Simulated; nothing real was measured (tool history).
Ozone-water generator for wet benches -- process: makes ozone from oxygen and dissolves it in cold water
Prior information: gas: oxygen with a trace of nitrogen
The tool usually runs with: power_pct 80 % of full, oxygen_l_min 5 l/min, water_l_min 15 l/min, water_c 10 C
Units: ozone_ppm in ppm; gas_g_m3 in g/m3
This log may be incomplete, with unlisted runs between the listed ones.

run    hour  power_pct  oxygen_l_min  water_l_min  water_c  ozone_ppm  gas_g_m3
  1       0         80             5           15       10       25.4     258.7
  2    31.6         80             5           15       10       25.5     260.3
  3    75.3         80             5           15       10       25.5     260.4
  4   120.8         80             5           15       10       25.6     255.7
  5   171.3         80             5           15       10         25     257.1
  6   205.8         80          6.71           15       10       26.6       231
  7     263         80             5           15        6       26.4     256.3
  8   304.3         80             5           15        6       26.6     257.9
  9   344.9         80          6.01           15       10       25.4     240.5
 10   406.7         80             5           15       10       24.9     256.6
 11     445         80             5           15       10       25.2     258.9
 12   490.5         80             5           15       10       24.9     256.7
 13   537.1         80             5           15       10       25.2     256.7
 14   589.5         80             5           15       10       24.8     257.1
 15   637.2         80             5           15       10       24.9     254.8
 16   663.8         80             5           15       10       24.6     255.3
 17   709.1         80             5           11       10       33.8     258.6
 18   742.2         80             5           11       10         34     256.2
 19   774.9         80          7.67           11       11       33.8     214.6
 20     801         80          8.57           11        7       35.8     207.1
 21   847.1         91             5           19       10       21.3     285.1
 22   906.2         91             5           19       10       21.2     282.8
 23   951.4         43             5           15       10         15     156.8
 24   990.1         43             5           15       10       15.2     154.4
 25  1030.9         43             5           15       10       14.9     154.8
 26  1077.9         83           3.9           15       10       24.6     291.2
 27  1115.6         93          7.37           15        7       30.6     245.9
 28  1155.1         72             5           15        7       23.3     234.8
 29  1214.7         72             6           10        7       35.2       217
 30    1244         59             5           16        7       18.7     199.7
 31  1277.4         67          2.87           17        8       16.5     275.8
 32  1338.6         67          2.87           17        8       16.6       275

The logged runs with the hidden state left out (each run's random variation unchanged):
The hidden state here: yield of the discharge, % of new electrodes'; contactor's efficiency, % of a clean one's; true water temperature over the reading, C; drift of the gauge itself on ozone_ppm, %; drift of the gauge itself on gas_g_m3, %.
run  ozone_ppm  gas_g_m3
  1       26.5     258.3
  2       26.6       260
  3       26.7     260.3
  4       26.8     255.8
  5       26.2     257.5
  6       27.9     231.5
  7       27.8     257.1
  8         28     258.9
  9       26.8     241.6
 10       26.3       258
 11       26.7     260.5
 12       26.5     258.5
 13       26.8     258.7
 14       26.4     259.4
 15       26.6     257.3
 16       26.3     257.9
 17       35.8     261.5
 18       36.1     259.2
 19       35.9     217.3
 20       38.1     209.9
 21         23     289.4
 22       22.8     287.4
 23         16     158.2
 24       16.2     155.8
 25       15.9     156.3
 26       26.5     296.6
 27       33.1       251
 28       25.2       239
 29       37.7     221.2
 30       20.2       203
 31       17.9       281
 32         18     280.5

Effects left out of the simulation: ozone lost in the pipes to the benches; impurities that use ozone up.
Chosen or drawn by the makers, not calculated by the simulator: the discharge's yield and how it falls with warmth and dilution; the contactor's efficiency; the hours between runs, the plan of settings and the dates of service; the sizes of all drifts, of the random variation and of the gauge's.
